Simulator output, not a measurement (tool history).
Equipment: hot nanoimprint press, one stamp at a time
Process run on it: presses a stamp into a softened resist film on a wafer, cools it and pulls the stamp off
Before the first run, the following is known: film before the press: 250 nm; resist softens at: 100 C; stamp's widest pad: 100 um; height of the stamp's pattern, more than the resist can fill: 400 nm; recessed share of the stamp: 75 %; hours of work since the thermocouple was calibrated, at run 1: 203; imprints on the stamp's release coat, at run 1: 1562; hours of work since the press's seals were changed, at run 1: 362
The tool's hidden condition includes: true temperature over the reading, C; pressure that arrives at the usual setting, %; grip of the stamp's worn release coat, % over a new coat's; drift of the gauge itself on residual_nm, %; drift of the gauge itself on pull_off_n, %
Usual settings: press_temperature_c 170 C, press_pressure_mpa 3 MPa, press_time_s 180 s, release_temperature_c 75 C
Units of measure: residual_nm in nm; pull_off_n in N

run	hour	press_temperature_c	press_pressure_mpa	press_time_s	release_temperature_c	hours of work since the thermocouple was calibrated	imprints on the stamp's release coat	hours of work since the press's seals were changed	residual_nm	pull_off_n
1	0	170	3	180	75	203	1562	362	117.3	184
2	13.7	170	3	180	75	211	1618	369	118.8	187
3	24.4	178	3	180	75	217	1663	375	91.7	186
4	32.7	170	3.57	180	75	221	1698	380	108.6	181
5	49.1	170	2.27	180	75	230	1766	388	134.7	177
6	61.8	170	2.27	180	72	237	1819	395	134.8	189
7	72.2	170	2.27	180	72	242	1862	401	135.5	192
# hour 88: stamp cleaned and given a new release coat
8	92.2	170	2.27	180	72	250	17	409	133.9	192
9	107.4	170	2.27	180	72	258	81	417	134.4	193
10	122.1	170	2.27	180	72	266	142	425	134.8	195
11	131.3	170	3	180	75	271	180	430	119.9	173
12	146.2	170	3	180	75	279	242	438	117.8	184
13	162.1	170	4.53	180	75	288	308	446	98.7	182
# hour 179.6: plate thermocouple calibrated
14	180	170	4.53	180	71	0	370	455	96.4	196
15	195.7	170	4.53	180	71	9	436	463	97.4	185
16	205.9	170	4.53	180	71	14	478	469	96.9	192
17	215.4	170	3	129	75	19	517	474	133.6	186
18	231.4	170	3	129	75	28	584	482	132.8	184
19	248.1	170	3	129	72	37	654	491	131.6	191
20	262.3	170	3	129	72	45	713	499	132.3	189
21	272.4	170	3	129	72	50	755	505	134.9	196
22	286.5	170	2.38	347	75	58	813	512	104.6	184
23	296.4	170	2.56	180	75	63	854	518	127.9	178
24	303.7	160	3	180	71	67	885	522	164.1	189
25	314.4	160	3	180	71	73	930	527	164.1	194
26	323.8	160	3	180	71	78	969	532	162.4	198
27	336.7	173	1.88	99	81	85	1022	539	158.7	170
28	350.9	173	4.02	238	81	93	1081	547	82.9	159
29	362.4	163	4.02	220	81	99	1129	553	124.7	156

Predict each of these 5 candidate next runs independently; none follows another, all start after run 29:
A	374	177	3	261	75	105	1178	560	?	?
B	374	177	3	335	75	105	1178	560	?	?
C	374	178	4.02	220	81	105	1178	560	?	?
D	374	170	4	174	75	105	1178	560	?	?
E	374	173	3.72	353	75	105	1178	560	?	?

run	residual_nm	pull_off_n
A	80.7	189
B	72.4	181
C	71.9	161
D	104.5	189
E	74.4	176
With no hidden state in the tool, these same runs would have given:
run	residual_nm	pull_off_n
A	80.7	188
B	72.4	180
C	71.8	160
D	104.4	188
E	74.4	175

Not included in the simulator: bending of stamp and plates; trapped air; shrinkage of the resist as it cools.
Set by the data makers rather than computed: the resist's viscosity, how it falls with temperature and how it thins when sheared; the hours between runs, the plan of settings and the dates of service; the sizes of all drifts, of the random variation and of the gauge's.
